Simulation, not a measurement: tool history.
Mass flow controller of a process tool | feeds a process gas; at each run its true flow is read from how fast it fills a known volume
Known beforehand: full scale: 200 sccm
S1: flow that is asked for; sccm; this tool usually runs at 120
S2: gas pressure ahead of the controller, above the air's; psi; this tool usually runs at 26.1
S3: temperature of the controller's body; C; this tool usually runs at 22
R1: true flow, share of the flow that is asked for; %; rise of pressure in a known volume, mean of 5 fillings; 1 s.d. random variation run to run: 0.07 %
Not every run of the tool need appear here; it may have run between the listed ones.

run,hour,S1,S2,S3,R1
1,0,120,26.1,22,98.96
2,197.3,40,26.1,22,98.11
3,352.3,120,26.1,22,98.77
# hour 417.8: controller's zero set anew
4,482.7,120,26.1,22,98.81
5,600.9,120,26.1,40,99.35
6,881,120,26.1,24,98.54
7,1102.5,120,24.4,24,98.64
8,1344.5,187,26.1,22,99.08
9,1460.9,187,26.1,22,98.85
10,1635.8,120,26.1,22,98.13
11,1853.3,120,26.1,22,97.85
12,1998.5,120,33.1,22,97.41
13,2226.4,120,33.1,22,97.27
14,2450.8,120,33.1,22,97.24
15,2726.6,120,33.1,22,97.09
# hour 2773: gauge calibrated
16,2981.4,120,33.1,22,98.79
17,3129.4,120,31,22,98.81
18,3382.2,120,31,22,98.53
19,3568.5,120,26.1,22,98.7
20,3690.2,120,26.1,35,98.95
21,3868.3,120,26.1,35,98.88
22,4053.1,120,26.1,35,98.7
23,4304.5,120,26.1,22,98.06
24,4463.7,120,26.3,22,98.1
25,4590,25,31.5,21,96.54
26,4713.2,61,25.4,24,97.33
27,4985.9,61,25.4,24,96.92
28,5180,61,25.4,24,97.04
# hour 5255.4: controller exchanged for a calibrated one
29,5298.3,43,22,35,97.21
30,5545.7,43,22,39,97.17
31,5792.2,120,29,23,97.03
32,5929.6,120,39.2,31,96.87
33,6047.8,120,39.2,31,96.85
34,6244.4,39,39.2,24,95.6
35,6445.9,39,39.2,24,95.27
36,6609.1,23,23.5,22,95.64
37,6774.9,25,32.1,22,95.27
38,7028.2,178,21.9,29,97.47
39,7239.8,40,35.7,22,94.91
40,7382.1,133,31.3,21,95.97
# hour 7417.3: gauge calibrated
41,7654.1,120,32.5,22,98.62
42,7806.1,117,29,30,98.98
43,8051.2,117,29,30,98.95
44,8221.4,25,38.3,25,97.15
45,8395.6,120,21,27,98.97
46,8677.4,45,21,37,98.06
47,8955.2,120,37.3,22,97.67
48,9159.7,39,37.3,21,96.56

Per-run results on a tool with no hidden state, each run keeping its own random variation:
What the log doesn't record here: flow at rest that the sensor doesn't see, % of full scale; true flow over the shown one, %; drift of the gauge itself on true_pct, %.
run,R1
1,98.97
2,98.26
3,99.01
4,99.14
5,99.76
6,99.13
7,99.37
8,99.97
9,99.82
10,99.21
11,99.06
12,98.72
13,98.73
14,98.84
15,98.87
16,98.94
17,99.05
18,98.94
19,99.24
20,99.57
21,99.61
22,99.55
23,99.07
24,99.22
25,97.74
26,98.6
27,98.37
28,98.62
29,98.84
30,98.97
31,98.99
32,98.92
33,98.98
34,97.83
35,97.62
36,98.11
37,97.84
38,100.27
39,97.78
40,98.97
41,98.78
42,99.24
43,99.37
44,97.68
45,99.61
46,98.89
47,98.67
48,97.69
